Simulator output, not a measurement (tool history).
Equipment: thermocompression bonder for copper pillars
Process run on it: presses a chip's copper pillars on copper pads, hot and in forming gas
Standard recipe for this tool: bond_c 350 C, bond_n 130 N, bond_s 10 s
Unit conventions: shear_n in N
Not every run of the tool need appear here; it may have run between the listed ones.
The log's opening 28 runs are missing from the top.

Run 29, hour 457.7: usual settings but bond_c 332 C, bond_n 140 N, bond_s 7 s. Result: shear_n 46.7 N.
Run 30, hour 481.3: usual settings but bond_c 332 C, bond_n 140 N, bond_s 7 s. Result: shear_n 47.4 N.
Run 31, hour 503.4: usual settings but bond_c 354 C, bond_n 87 N, bond_s 24 s. Result: shear_n 56.0 N.
Run 32, hour 521.7: usual settings but bond_c 354 C, bond_n 87 N, bond_s 14 s. Result: shear_n 48.0 N.
Run 33, hour 532.4: usual settings but bond_c 354 C, bond_n 87 N, bond_s 14 s. Result: shear_n 47.8 N.
Run 34, hour 553.3: usual settings but bond_c 372 C, bond_n 187 N. Result: shear_n 72.3 N.
Run 35, hour 566.4: usual settings but bond_c 374 C, bond_n 187 N. Result: shear_n 71.9 N.
Run 36, hour 576.1: usual settings but bond_c 374 C, bond_n 187 N. Result: shear_n 72.1 N.
Run 37, hour 589.7: usual settings but bond_c 374 C, bond_n 103 N, bond_s 9 s. Result: shear_n 52.6 N.
Run 38, hour 604.2: usual settings but bond_n 125 N, bond_s 23 s. Result: shear_n 64.7 N.
Run 39, hour 618.9: usual settings but bond_c 322 C, bond_n 150 N, bond_s 6 s. Result: shear_n 42.3 N.
Run 40, hour 638.4: usual settings but bond_n 83 N, bond_s 16 s. Result: shear_n 46.7 N.
Run 41, hour 655.9: usual settings but bond_c 365 C, bond_n 184 N, bond_s 30 s. Result: shear_n 76.1 N.

Alternative continuations, all from the tool just after run 41; predict every row:
Run A, hour 674.6: usual settings but bond_n 103 N. Result: shear_n ?.
Run B, hour 674.6: usual settings but bond_c 362 C, bond_s 25 s. Result: shear_n ?.
Run C, hour 674.6: usual settings but bond_c 378 C, bond_n 184 N, bond_s 8 s. Result: shear_n ?.

run  shear_n
  A     46.4
  B     69.7
  C     68.5
Without the tool's unlogged condition, the same runs would have read:
run  shear_n
  A     49.9
  B     76.1
  C     74.8
